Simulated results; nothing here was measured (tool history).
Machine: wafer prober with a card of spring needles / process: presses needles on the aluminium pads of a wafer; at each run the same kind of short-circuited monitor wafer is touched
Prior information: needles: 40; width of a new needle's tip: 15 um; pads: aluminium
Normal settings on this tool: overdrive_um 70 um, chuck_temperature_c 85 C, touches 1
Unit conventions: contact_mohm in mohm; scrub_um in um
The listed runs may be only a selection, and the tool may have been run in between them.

| run | hour | overdrive_um | chuck_temperature_c | touches | contact_mohm | scrub_um |
|---|---|---|---|---|---|---|
| 1 | 0 | 70 | 85 | 1 | 205 | 14.66 |
|  | 10.7 | tips cleaned on abrasive film |
|  | 37.9 | tips cleaned on abrasive film |
| 2 | 54.5 | 70 | 85 | 1 | 205 | 14.65 |
|  | 65.6 | tips cleaned on abrasive film |
|  | 90.6 | tips cleaned on abrasive film |
| 3 | 98.6 | 70 | 40 | 1 | 197 | 14.71 |
|  | 118.9 | tips cleaned on abrasive film |
|  | 128.3 | height of the first contact set anew |
| 4 | 135.9 | 70 | 40 | 1 | 194 | 14.71 |
|  | 146 | tips cleaned on abrasive film |
| 5 | 161.6 | 70 | 40 | 1 | 193 | 14.69 |
|  | 173.6 | tips cleaned on abrasive film |
|  | 200.6 | tips cleaned on abrasive film |
| 6 | 201.1 | 70 | 115 | 1 | 208 | 14.67 |
|  | 225.5 | tips cleaned on abrasive film |
| 7 | 246 | 70 | 115 | 1 | 209 | 14.8 |
|  | 250.5 | tips cleaned on abrasive film |
|  | 279 | tips cleaned on abrasive film |
| 8 | 292.2 | 70 | 115 | 1 | 211 | 14.77 |
|  | 304.4 | tips cleaned on abrasive film |
| 9 | 328.8 | 70 | 115 | 1 | 212 | 14.77 |
|  | 333.8 | tips cleaned on abrasive film |
| 10 | 357.1 | 70 | 115 | 1 | 213 | 14.8 |
|  | 359.9 | tips cleaned on abrasive film |
|  | 386.1 | tips cleaned on abrasive film |
| 11 | 393.6 | 70 | 115 | 1 | 208 | 14.77 |
|  | 411.2 | tips cleaned on abrasive film |
|  | 438.3 | tips cleaned on abrasive film |
| 12 | 446.9 | 70 | 115 | 1 | 206 | 14.86 |
|  | 465.4 | tips cleaned on abrasive film |
| 13 | 485.3 | 79 | 103 | 3 | 206 | 16.7 |
|  | 493 | tips cleaned on abrasive film |
|  | 519.9 | tips cleaned on abrasive film |
| 14 | 540 | 79 | 46 | 1 | 196 | 16.72 |
|  | 546.9 | tips cleaned on abrasive film |
|  | 571.8 | tips cleaned on abrasive film |
| 15 | 583.2 | 69 | 106 | 2 | 212 | 14.59 |
|  | 597.8 | tips cleaned on abrasive film |
| 16 | 616.4 | 69 | 106 | 2 | 210 | 14.68 |
|  | 625.2 | tips cleaned on abrasive film |
|  | 649.8 | tips cleaned on abrasive film |
| 17 | 656 | 65 | 85 | 1 | 202 | 13.78 |
|  | 675.3 | tips cleaned on abrasive film |
| 18 | 684.1 | 56 | 114 | 1 | 216 | 11.87 |
|  | 701.4 | tips cleaned on abrasive film |
| 19 | 708.3 | 65 | 59 | 2 | 197 | 13.82 |
|  | 729.6 | tips cleaned on abrasive film |
| 20 | 750.1 | 70 | 31 | 1 | 191 | 14.91 |
|  | 755.1 | tips cleaned on abrasive film |
|  | 781.6 | tips cleaned on abrasive film |
| 21 | 786 | 65 | 47 | 3 | 194 | 13.82 |
|  | 809.2 | tips cleaned on abrasive film |
| 22 | 818.5 | 65 | 47 | 3 | 196 | 13.84 |
|  | 837 | tips cleaned on abrasive film |
|  | 840.6 | height of the first contact set anew |
| 23 | 860.2 | 85 | 31 | 2 | 189 | 18.06 |
|  | 864.1 | tips cleaned on abrasive film |
|  | 888.9 | tips cleaned on abrasive film |
| 24 | 906.9 | 73 | 52 | 2 | 196 | 15.54 |

Alternative continuations, all from the tool just after run 24; predict every row:
|  | 914.8 | tips cleaned on abrasive film |
|  | 940.1 | tips cleaned on abrasive film |
| A | 943.7 | 73 | 97 | 2 | ? | ? |
|  | 914.8 | tips cleaned on abrasive film |
|  | 940.1 | tips cleaned on abrasive film |
| B | 943.7 | 71 | 63 | 2 | ? | ? |
|  | 914.8 | tips cleaned on abrasive film |
|  | 940.1 | tips cleaned on abrasive film |
| C | 943.7 | 73 | 52 | 1 | ? | ? |
|  | 914.8 | tips cleaned on abrasive film |
|  | 940.1 | tips cleaned on abrasive film |
| D | 943.7 | 73 | 52 | 2 | ? | ? |

| run | contact_mohm | scrub_um |
|---|---|---|
| A | 204 | 15.54 |
| B | 197 | 15.18 |
| C | 194 | 15.57 |
| D | 194 | 15.56 |
The same runs, with their run-to-run variation unchanged, on a tool lacking any hidden condition would have given:
| run | contact_mohm | scrub_um |
|---|---|---|
| A | 203 | 15.29 |
| B | 197 | 14.94 |
| C | 194 | 15.32 |
| D | 193 | 15.31 |
